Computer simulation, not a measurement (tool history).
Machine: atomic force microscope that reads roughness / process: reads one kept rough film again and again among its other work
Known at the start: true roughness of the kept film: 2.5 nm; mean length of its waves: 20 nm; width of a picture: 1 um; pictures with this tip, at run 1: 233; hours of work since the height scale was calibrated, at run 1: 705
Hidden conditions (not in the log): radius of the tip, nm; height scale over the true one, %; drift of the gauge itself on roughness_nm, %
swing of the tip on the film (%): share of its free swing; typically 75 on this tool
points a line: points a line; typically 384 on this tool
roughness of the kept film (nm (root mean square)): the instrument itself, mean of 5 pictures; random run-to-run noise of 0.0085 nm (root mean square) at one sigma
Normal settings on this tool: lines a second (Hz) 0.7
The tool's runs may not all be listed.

run,hour,lines a second (Hz),swing of the tip on the film (%),points a line,pictures with this tip,hours of work since the height scale was calibrated,roughness of the kept film (nm (root mean square))
1,0,0.7,75,384,233,705,1.877
# hour 2.5: new tip fitted
2,22.7,0.7,75,826,45,722,1.898
3,39.5,0.7,75,384,82,735,1.878
4,53.2,0.7,75,543,112,745,1.877
5,70.6,0.7,75,543,151,758,1.868
6,90.7,0.7,75,543,195,774,1.881
7,102.7,0.7,75,777,222,783,1.883
# hour 111.9: new tip fitted
8,116.7,0.7,75,777,11,793,1.892
9,137.5,0.7,75,777,57,809,1.88
10,150.3,0.7,75,777,85,818,1.895
11,172.2,0.7,75,777,134,835,1.904
12,185,0.7,56,384,162,845,1.939
13,195.1,0.7,56,384,184,852,1.939
14,218.8,0.7,56,384,237,870,1.935
# hour 221.1: new tip fitted
15,237.8,3.318,63,261,37,884,1.715
16,247.7,1.301,71,384,59,892,1.816
17,261.6,1.583,75,384,90,903,1.761
18,276.1,0.555,59,465,122,914,1.949
19,287.1,1.593,63,465,146,922,1.851
20,305.1,0.591,58,770,186,936,1.963
21,319.5,0.591,58,770,218,947,1.956
# hour 330.7: new tip fitted
22,342,0.7,75,470,25,963,1.887
23,364.4,2.012,73,348,74,980,1.725
24,379.8,0.837,65,381,108,992,1.905
25,401.8,0.837,65,381,157,1009,1.896
26,424.4,0.953,75,460,207,1026,1.855
# hour 439.6: new tip fitted
27,440.7,0.953,75,460,2,1038,1.856
28,459.7,0.953,75,460,44,1052,1.845

For each entry between runs, how does the tool's hidden state at the last listed run before it compare with that at the first listed run after it?
Logged between run 1 and run 2: new tip fitted (hour 2.5)
  radius of the tip, nm: 10.1 -> 10
Logged between run 7 and run 8: new tip fitted (hour 111.9)
  radius of the tip, nm: 10.1 -> 10
Logged between run 14 and run 15: new tip fitted (hour 221.1)
  radius of the tip, nm: 10.1 -> 10; height scale over the true one, %: -0.01 -> -0.02
Logged between run 21 and run 22: new tip fitted (hour 330.7)
  radius of the tip, nm: 10.1 -> 10
Logged between run 26 and run 27: new tip fitted (hour 439.6)
  radius of the tip, nm: 10.1 -> 10
